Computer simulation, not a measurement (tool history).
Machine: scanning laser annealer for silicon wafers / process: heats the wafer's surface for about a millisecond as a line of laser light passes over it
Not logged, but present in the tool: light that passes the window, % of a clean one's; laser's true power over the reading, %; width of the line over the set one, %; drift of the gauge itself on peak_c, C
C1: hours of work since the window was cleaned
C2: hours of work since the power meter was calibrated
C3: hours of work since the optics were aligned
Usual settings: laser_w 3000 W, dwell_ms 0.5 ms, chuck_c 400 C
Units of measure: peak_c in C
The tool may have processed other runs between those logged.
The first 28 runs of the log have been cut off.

{"run": 29, "day": 61.554, "laser_w": 3053, "dwell_ms": 0.51, "chuck_c": 360, "C1": 379, "C2": 724, "C3": 724, "peak_c": 1172}
{"run": 30, "day": 64.125, "laser_w": 3053, "dwell_ms": 0.51, "chuck_c": 360, "C1": 406, "C2": 750, "C3": 750, "peak_c": 1175}
{"run": 31, "day": 65.471, "laser_w": 2673, "dwell_ms": 0.402, "chuck_c": 439, "C1": 419, "C2": 764, "C3": 764, "peak_c": 1069}
{"run": 32, "day": 68.004, "laser_w": 2601, "dwell_ms": 0.548, "chuck_c": 419, "C1": 446, "C2": 790, "C3": 790, "peak_c": 1113}
{"run": 33, "day": 70.433, "laser_w": 2601, "dwell_ms": 0.351, "chuck_c": 417, "C1": 471, "C2": 815, "C3": 815, "peak_c": 988}
{"run": 34, "day": 72.95, "laser_w": 2601, "dwell_ms": 0.385, "chuck_c": 417, "C1": 496, "C2": 841, "C3": 841, "peak_c": 1017}
{"run": 35, "day": 74.6, "laser_w": 2790, "dwell_ms": 0.563, "chuck_c": 438, "C1": 513, "C2": 858, "C3": 858, "peak_c": 1199}
{"run": 36, "day": 77.162, "laser_w": 2944, "dwell_ms": 0.579, "chuck_c": 393, "C1": 540, "C2": 884, "C3": 884, "peak_c": 1210}
{"run": 37, "day": 79.967, "laser_w": 2944, "dwell_ms": 0.579, "chuck_c": 393, "C1": 569, "C2": 913, "C3": 913, "peak_c": 1213}
{"run": 38, "day": 82.55, "laser_w": 3258, "dwell_ms": 0.588, "chuck_c": 385, "C1": 595, "C2": 940, "C3": 940, "peak_c": 1320}
{"day": 83.308, "done": "window over the wafer cleaned"}
{"run": 39, "day": 84.808, "laser_w": 3258, "dwell_ms": 0.588, "chuck_c": 385, "C1": 15, "C2": 962, "C3": 962, "peak_c": 1319}
{"run": 40, "day": 87.846, "laser_w": 3258, "dwell_ms": 0.588, "chuck_c": 385, "C1": 47, "C2": 994, "C3": 994, "peak_c": 1320}
{"run": 41, "day": 90.267, "laser_w": 3166, "dwell_ms": 0.5, "chuck_c": 400, "C1": 72, "C2": 1018, "C3": 1018, "peak_c": 1244}
{"run": 42, "day": 91.862, "laser_w": 3166, "dwell_ms": 0.5, "chuck_c": 400, "C1": 88, "C2": 1035, "C3": 1035, "peak_c": 1243}

3 ways to go on from here, each from the tool as it stands after run 42. What would each give?
{"run": "A", "day": 93.229, "laser_w": 3000, "dwell_ms": 0.439, "chuck_c": 408, "C1": 102, "C2": 1049, "C3": 1049, "peak_c": "?"}
{"run": "B", "day": 93.229, "laser_w": 2908, "dwell_ms": 0.5, "chuck_c": 388, "C1": 102, "C2": 1049, "C3": 1049, "peak_c": "?"}
{"run": "C", "day": 93.229, "laser_w": 3166, "dwell_ms": 0.478, "chuck_c": 373, "C1": 102, "C2": 1049, "C3": 1049, "peak_c": "?"}

run=A peak_c=1156
run=B peak_c=1148
run=C peak_c=1200
Stripped of hidden state, with their random variation kept, the same runs would have yielded:
run=A peak_c=1157
run=B peak_c=1148
run=C peak_c=1201

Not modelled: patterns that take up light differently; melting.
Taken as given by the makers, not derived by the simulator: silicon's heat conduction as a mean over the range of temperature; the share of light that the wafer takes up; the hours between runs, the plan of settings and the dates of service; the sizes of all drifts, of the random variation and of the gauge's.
